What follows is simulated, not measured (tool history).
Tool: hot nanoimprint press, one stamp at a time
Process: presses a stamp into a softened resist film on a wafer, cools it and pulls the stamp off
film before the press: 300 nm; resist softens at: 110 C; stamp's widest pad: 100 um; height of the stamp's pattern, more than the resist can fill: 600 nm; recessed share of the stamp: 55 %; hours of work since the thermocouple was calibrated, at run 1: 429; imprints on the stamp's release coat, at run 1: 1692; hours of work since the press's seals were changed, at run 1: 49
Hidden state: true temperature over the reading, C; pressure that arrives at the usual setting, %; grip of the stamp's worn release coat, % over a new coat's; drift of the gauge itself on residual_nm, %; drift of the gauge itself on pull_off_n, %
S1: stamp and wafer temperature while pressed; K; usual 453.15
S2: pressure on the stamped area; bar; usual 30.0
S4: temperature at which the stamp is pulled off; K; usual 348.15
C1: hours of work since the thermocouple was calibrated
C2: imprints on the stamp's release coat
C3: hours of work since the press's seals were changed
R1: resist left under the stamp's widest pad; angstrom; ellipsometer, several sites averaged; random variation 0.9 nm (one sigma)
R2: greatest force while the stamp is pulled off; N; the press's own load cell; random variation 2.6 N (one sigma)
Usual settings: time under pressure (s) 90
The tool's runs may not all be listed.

Run 1, hour 0.0: usual settings; C1 429; C2 1692; C3 49. Result: R1 1693 angstrom, R2 152 N.
Run 2, hour 41.6: usual settings; C1 459; C2 1907; C3 79. Result: R1 1680 angstrom, R2 154 N.
Run 3, hour 73.3: usual settings; C1 481; C2 2071; C3 101. Result: R1 1682 angstrom, R2 162 N.
At hour 114.3: stamp cleaned and given a new release coat.
Run 4, hour 116.8: usual settings; C1 508; C2 13; C3 127. Result: R1 1657 angstrom, R2 116 N.
Run 5, hour 157.4: usual settings; C1 536; C2 223; C3 156. Result: R1 1658 angstrom, R2 121 N.
At hour 180.1: plate thermocouple calibrated.
Run 6, hour 195.0: usual settings; C1 11; C2 401; C3 180. Result: R1 1736 angstrom, R2 126 N.
Run 7, hour 244.3: usual settings but S2 31.0 bar; C1 45; C2 656; C3 215. Result: R1 1720 angstrom, R2 137 N.
Run 8, hour 312.8: usual settings but S2 31.0 bar; C1 93; C2 1010; C3 263. Result: R1 1721 angstrom, R2 147 N.
Run 9, hour 351.3: usual settings but S1 450.15 K; C1 121; C2 1208; C3 291. Result: R1 1888 angstrom, R2 147 N.
Run 10, hour 421.8: usual settings but S1 450.15 K; C1 170; C2 1572; C3 340. Result: R1 1883 angstrom, R2 149 N.
Run 11, hour 470.9: usual settings but S1 450.15 K; C1 205; C2 1826; C3 375. Result: R1 1865 angstrom, R2 160 N.
Run 12, hour 504.8: usual settings but S2 26.2 bar; C1 229; C2 2001; C3 399. Result: R1 1809 angstrom, R2 161 N.
Run 13, hour 550.2: usual settings but S2 26.2 bar; C1 261; C2 2235; C3 431. Result: R1 1781 angstrom, R2 168 N.
At hour 560.2: stamp cleaned and given a new release coat.
Run 14, hour 619.9: usual settings but S2 26.2 bar; C1 306; C2 308; C3 476. Result: R1 1798 angstrom, R2 128 N.
Run 15, hour 670.1: usual settings but S2 26.2 bar; C1 341; C2 567; C3 511. Result: R1 1777 angstrom, R2 130 N.
Run 16, hour 702.2: usual settings but S1 457.15 K, S2 32.3 bar, time under pressure (s) 71, S4 355.15 K; C1 364; C2 733; C3 534. Result: R1 1580 angstrom, R2 108 N.
Run 17, hour 756.5: usual settings but S1 456.15 K, time under pressure (s) 69, S4 343.15 K; C1 402; C2 1013; C3 572. Result: R1 1677 angstrom, R2 154 N.
Run 18, hour 794.3: usual settings but S1 456.15 K, time under pressure (s) 69, S4 343.15 K; C1 428; C2 1208; C3 598. Result: R1 1684 angstrom, R2 159 N.
Run 19, hour 836.2: usual settings but S1 450.15 K, time under pressure (s) 48; C1 458; C2 1425; C3 628. Result: R1 2165 angstrom, R2 147 N.
Run 20, hour 875.3: usual settings but S2 41.1 bar, time under pressure (s) 85; C1 486; C2 1627; C3 655. Result: R1 1517 angstrom, R2 150 N.
At hour 931.9: press's hydraulic seals changed and the load cell set to zero.
Run 21, hour 932.6: usual settings but S2 41.1 bar, time under pressure (s) 85; C1 520; C2 1881; C3 0. Result: R1 1508 angstrom, R2 156 N.
At hour 978.8: plate thermocouple calibrated.
Run 22, hour 980.9: usual settings but S1 462.15 K, S2 41.1 bar, time under pressure (s) 85, S4 349.15 K; C1 2; C2 2115; C3 32. Result: R1 1199 angstrom, R2 170 N.
At hour 1013.7: stamp cleaned and given a new release coat.
Run 23, hour 1018.4: usual settings but S1 445.15 K, S2 41.1 bar, time under pressure (s) 108, S4 349.15 K; C1 24; C2 25; C3 55. Result: R1 1896 angstrom, R2 124 N.
Run 24, hour 1079.2: usual settings but S1 442.15 K, S2 46.7 bar, time under pressure (s) 93, S4 347.15 K; C1 67; C2 338; C3 97. Result: R1 2081 angstrom, R2 130 N.
Run 25, hour 1130.9: usual settings but S1 465.15 K, S2 37.4 bar, time under pressure (s) 148, S4 344.15 K; C1 103; C2 605; C3 134. Result: R1 877 angstrom, R2 142 N.
Run 26, hour 1195.1: usual settings but S1 456.15 K, time under pressure (s) 130; C1 148; C2 937; C3 179. Result: R1 1381 angstrom, R2 140 N.

Run 27 comes next. What will it give?
Run 27, hour 1254.7: usual settings but S1 444.15 K, S4 352.15 K; C1 190; C2 1244; C3 221. Result: R1 ?, R2 ?.

{"run 27": {"R1": 2200, "R2": 130}}
Without the tool's hidden state the same run would have given R1 2226 angstrom, R2 108 N.
